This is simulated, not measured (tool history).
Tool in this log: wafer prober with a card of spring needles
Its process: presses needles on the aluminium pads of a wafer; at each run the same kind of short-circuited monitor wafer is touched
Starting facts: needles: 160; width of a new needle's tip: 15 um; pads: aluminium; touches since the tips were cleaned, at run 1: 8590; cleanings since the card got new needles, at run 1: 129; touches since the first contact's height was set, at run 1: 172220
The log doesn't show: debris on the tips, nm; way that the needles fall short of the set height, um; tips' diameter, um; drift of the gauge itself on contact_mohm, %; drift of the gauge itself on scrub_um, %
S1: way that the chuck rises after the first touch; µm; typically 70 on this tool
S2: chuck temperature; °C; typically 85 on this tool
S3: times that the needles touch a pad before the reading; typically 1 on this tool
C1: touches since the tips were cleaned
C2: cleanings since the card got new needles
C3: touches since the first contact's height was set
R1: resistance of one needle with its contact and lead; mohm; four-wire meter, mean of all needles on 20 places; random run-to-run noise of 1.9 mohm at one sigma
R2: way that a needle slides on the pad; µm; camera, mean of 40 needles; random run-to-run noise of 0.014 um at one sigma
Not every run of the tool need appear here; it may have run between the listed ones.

run     day  S1  S2  S3    C1   C2      C3   R1     R2
  1   0.000  70  85   1  8590  129  172220  211   9.99
      0.183  -- tips cleaned on abrasive film
      1.021  -- tips cleaned on abrasive film
      1.738  -- tips cleaned on abrasive film
      2.596  -- tips cleaned on abrasive film
  2   2.825  70  85   1  2799  133  206666  206  10.01
      3.196  -- height of the first contact set anew
      3.375  -- tips cleaned on abrasive film
      4.092  -- tips cleaned on abrasive film
  3   4.746  70  85   2  8026  135   18934  209   9.99
      4.929  -- tips cleaned on abrasive film
      5.796  -- tips cleaned on abrasive film
      6.512  -- tips cleaned on abrasive film
      7.400  -- tips cleaned on abrasive film
  4   7.638  70  85   2  2867  139   54167  207  10.00
      8.167  -- tips cleaned on abrasive film
      8.883  -- tips cleaned on abrasive film
      9.692  -- tips cleaned on abrasive film
  5   9.692  70  30   2     0  142   79227  193   9.98
     10.558  -- tips cleaned on abrasive film
  6  11.150  70  85   3  7230  143   97037  208  10.00
     11.329  -- tips cleaned on abrasive film
     12.046  -- tips cleaned on abrasive film
     12.933  -- tips cleaned on abrasive film
     13.717  -- tips cleaned on abrasive film
  7  13.717  70  85   3     0  147  128338  207   9.98
     14.546  -- tips cleaned on abrasive film
     15.429  -- tips cleaned on abrasive film
     16.296  -- tips cleaned on abrasive film
  8  16.979  70  85   1  8367  150  168198  207   9.99
     17.162  -- tips cleaned on abrasive film
     18.025  -- tips cleaned on abrasive film
  9  18.517  70  85   1  6023  152  186930  206   9.99
     18.842  -- tips cleaned on abrasive film
     19.733  -- tips cleaned on abrasive film
     20.446  -- tips cleaned on abrasive film
     20.458  -- height of the first contact set anew
     21.312  -- tips cleaned on abrasive film
 10  21.312  70  85   1     0  156   10419  210   9.97
     22.188  -- tips cleaned on abrasive film
     23.029  -- tips cleaned on abrasive film
     23.854  -- tips cleaned on abrasive film
 11  24.033  70  85   1  2213  159   43612  206   9.99
     24.575  -- tips cleaned on abrasive film
     25.292  -- tips cleaned on abrasive film
     26.154  -- tips cleaned on abrasive film
     26.992  -- tips cleaned on abrasive film
 12  27.062  70  85   1   869  163   80582  210  10.00
     27.779  -- tips cleaned on abrasive film
     28.642  -- tips cleaned on abrasive film
     29.504  -- tips cleaned on abrasive film
 13  30.188  79  85   1  8380  166  118750  203  11.28
     30.371  -- tips cleaned on abrasive film
     31.088  -- tips cleaned on abrasive film
     31.958  -- tips cleaned on abrasive film
 14  32.142  64  85   1  2269  169  142555  207   9.13
     32.846  -- tips cleaned on abrasive film
     33.558  -- tips cleaned on abrasive film
     34.425  -- tips cleaned on abrasive film
     35.242  -- tips cleaned on abrasive film
 15  35.242  82  85   1     0  173  180360  209  11.70
     36.117  -- tips cleaned on abrasive film
     36.983  -- tips cleaned on abrasive film
 16  37.375  75  82   1  4788  175  206417  208  10.70
     37.733  -- tips cleaned on abrasive film
     37.746  -- height of the first contact set anew
     38.617  -- tips cleaned on abrasive film
     39.496  -- tips cleaned on abrasive film
 17  40.142  52  83   1  7907  178   29262  211   7.43
     40.325  -- tips cleaned on abrasive film
     41.042  -- tips cleaned on abrasive film
     41.875  -- tips cleaned on abrasive film
     42.592  -- tips cleaned on abrasive film
 18  43.117  56  83   1  6480  182   65554  212   7.98
     43.479  -- tips cleaned on abrasive film
     44.346  -- tips cleaned on abrasive film
     45.062  -- tips cleaned on abrasive film
     45.958  -- tips cleaned on abrasive film
 19  46.129  56  83   1  2116  186  102275  215   8.01
     46.817  -- tips cleaned on abrasive film
     47.533  -- tips cleaned on abrasive film
     48.400  -- tips cleaned on abrasive film
 20  48.546  56  83   1  1787  189  131770  211   7.97
     49.262  -- tips cleaned on abrasive film
     50.108  -- tips cleaned on abrasive film
     50.825  -- tips cleaned on abrasive film
     51.562  -- tips cleaned on abrasive film
 21  51.562  56  83   1     0  193  168539  209   7.98
     52.396  -- tips cleaned on abrasive film
     53.242  -- tips cleaned on abrasive film
 22  53.312  56  83   1   866  195  189908  214   7.98
     54.021  -- tips cleaned on abrasive film
     54.850  -- tips cleaned on abrasive film
     55.042  -- height of the first contact set anew
     55.588  -- tips cleaned on abrasive film
 23  55.588  70  85   3     0  198    6621  208   9.97
     56.454  -- tips cleaned on abrasive film
     57.275  -- tips cleaned on abrasive film
 24  57.979  52  72   2  8632  200   35868  209   7.43
     58.138  -- tips cleaned on abrasive film
     59.017  -- tips cleaned on abrasive film
     59.888  -- tips cleaned on abrasive film
     60.779  -- tips cleaned on abrasive film
 25  61.167  52  27   2  4753  204   74770  201   7.42
     61.529  -- tips cleaned on abrasive film
     62.388  -- tips cleaned on abrasive film
 26  62.775  66  79   1  4763  206   94368  205   9.42

For run 27, what comes out?
     63.121  -- tips cleaned on abrasive film
     63.988  -- tips cleaned on abrasive film
     64.879  -- tips cleaned on abrasive film
 27  65.212  66  79   1  4047  209  124089   ?   ?

{"run 27": {"R1": 209, "R2": 9.41}}
The same run, on a tool lacking any hidden state, would have yielded R1 209 mohm, R2 9.41 µm.
